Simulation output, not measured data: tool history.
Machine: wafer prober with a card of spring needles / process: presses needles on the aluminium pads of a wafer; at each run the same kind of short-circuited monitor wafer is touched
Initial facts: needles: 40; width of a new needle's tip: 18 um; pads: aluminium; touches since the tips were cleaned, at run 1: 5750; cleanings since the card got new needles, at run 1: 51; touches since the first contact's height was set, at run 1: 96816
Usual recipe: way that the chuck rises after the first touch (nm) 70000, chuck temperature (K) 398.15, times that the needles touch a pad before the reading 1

run,hour,way that the chuck rises after the first touch (nm),chuck temperature (K),times that the needles touch a pad before the reading,touches since the tips were cleaned,cleanings since the card got new needles,touches since the first contact's height was set,resistance of one needle with its contact and lead (mohm),way that a needle slides on the pad (nm)
1,0,70000,398.15,1,5750,51,96816,554,13330
# hour 2.5: tips cleaned on abrasive film
# hour 12: tips cleaned on abrasive film
# hour 22.1: tips cleaned on abrasive film
2,24.7,70000,398.15,1,1597,54,111742,347,13150
# hour 32.5: tips cleaned on abrasive film
3,36.6,70000,398.15,1,2517,55,119007,448,13190
# hour 42.9: tips cleaned on abrasive film
# hour 54.7: tips cleaned on abrasive film
4,56.1,70000,398.15,1,875,57,130829,323,13090
# hour 66.6: tips cleaned on abrasive film
5,72.3,70000,346.15,1,3506,58,140682,498,13170
# hour 76.5: tips cleaned on abrasive film
6,84.6,70000,355.15,1,4931,59,148150,579,13080
# hour 87: tips cleaned on abrasive film
# hour 97.9: tips cleaned on abrasive film
# hour 107.5: tips cleaned on abrasive film
7,111.4,70000,355.15,1,2365,62,164376,453,13030
# hour 118.5: tips cleaned on abrasive film
8,124.3,70000,355.15,1,3551,63,172255,532,13000
# hour 130.1: tips cleaned on abrasive film
# hour 140: tips cleaned on abrasive film
9,140.1,70000,355.15,1,38,65,181777,220,12860
# hour 150.6: tips cleaned on abrasive film
10,157.9,70000,380.15,3,4475,66,192659,317,12980
# hour 161: tips cleaned on abrasive film
# hour 170.7: tips cleaned on abrasive film
11,171.4,59000,313.15,3,445,68,200794,225,10740

Predict each of these 4 candidate next runs independently; none follows another, all start after run 11:
# hour 180.3: tips cleaned on abrasive film
A,184,68000,339.15,1,2253,69,208464,?,?
# hour 180.3: tips cleaned on abrasive film
B,184,51000,342.15,1,2253,69,208464,?,?
# hour 180.3: tips cleaned on abrasive film
C,184,79000,305.15,1,2253,69,208464,?,?
# hour 180.3: tips cleaned on abrasive film
D,184,86000,398.15,1,2253,69,208464,?,?

run,resistance of one needle with its contact and lead (mohm),way that a needle slides on the pad (nm)
A,463,12470
B,693,9210
C,382,14630
D,344,16020
With the hidden condition removed and each run's random variation left untouched, the same runs would have given:
run,resistance of one needle with its contact and lead (mohm),way that a needle slides on the pad (nm)
A,177,13180
B,187,9930
C,161,15340
D,180,16730

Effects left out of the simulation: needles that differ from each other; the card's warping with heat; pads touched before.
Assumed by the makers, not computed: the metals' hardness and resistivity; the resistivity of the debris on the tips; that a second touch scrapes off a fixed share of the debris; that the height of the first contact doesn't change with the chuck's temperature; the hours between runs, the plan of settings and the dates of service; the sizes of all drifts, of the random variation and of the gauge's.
